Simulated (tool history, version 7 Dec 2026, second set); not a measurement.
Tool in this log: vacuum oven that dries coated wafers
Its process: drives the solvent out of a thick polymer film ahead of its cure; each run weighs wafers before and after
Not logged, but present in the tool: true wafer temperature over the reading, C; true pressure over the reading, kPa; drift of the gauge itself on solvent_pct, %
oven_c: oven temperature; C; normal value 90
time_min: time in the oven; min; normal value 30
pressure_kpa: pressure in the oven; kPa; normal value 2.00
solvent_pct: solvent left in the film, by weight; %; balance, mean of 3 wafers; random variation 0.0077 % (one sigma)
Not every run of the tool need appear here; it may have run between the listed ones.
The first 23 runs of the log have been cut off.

run     day  oven_c  time_min  pressure_kpa  hours of work since the thermocouples were calibrated  hours of work since the vacuum gauge was cleaned of residue  solvent_pct
 24  13.950      80        41          6.09                                                     16                                                          507        8.076
 25  14.646      80        41          6.09                                                     26                                                          517        8.086
 26  15.417      80        41          6.09                                                     37                                                          528        8.110
 27  16.250      80        41          6.09                                                     49                                                          540        8.075
     16.925  -- oven's thermocouples calibrated, once more
 28  17.004      80        41          6.09                                                      1                                                          550        8.878
 29  17.433      90        52          2.00                                                      7                                                          556        1.955
 30  18.062      90        52          2.00                                                     17                                                          566        1.948
 31  18.558      83        19          2.00                                                     24                                                          573        8.295
 32  19.075      83        19          2.00                                                     32                                                          580        8.294
 33  19.712      90        30          1.30                                                     41                                                          590        3.114
 34  20.425      90        44          1.69                                                     51                                                          600        2.123
 35  21.204      90        42          3.36                                                     63                                                          612        3.259
 36  22.038      95        21          4.08                                                     75                                                          624        4.304
 37  22.742      95        21          4.08                                                     85                                                          634        4.308
 38  23.375      95        21          1.44                                                     94                                                          643        3.068
 39  24.133      95        21          1.44                                                    106                                                          654        3.052

3 options for the next run, each taken on its own from the tool as it stands now. Forecast them:
  A  24.658      90        30          2.30                                                    113                                                          662            ?
  B  24.658     102        54          1.44                                                    113                                                          662            ?
  C  24.658      81        21          1.67                                                    113                                                          662            ?

run  solvent_pct
  A        3.672
  B        0.695
  C        8.386
Stripped of hidden state, with their random variation kept, the same runs would have yielded:
run  solvent_pct
  A        3.532
  B        0.608
  C        8.247

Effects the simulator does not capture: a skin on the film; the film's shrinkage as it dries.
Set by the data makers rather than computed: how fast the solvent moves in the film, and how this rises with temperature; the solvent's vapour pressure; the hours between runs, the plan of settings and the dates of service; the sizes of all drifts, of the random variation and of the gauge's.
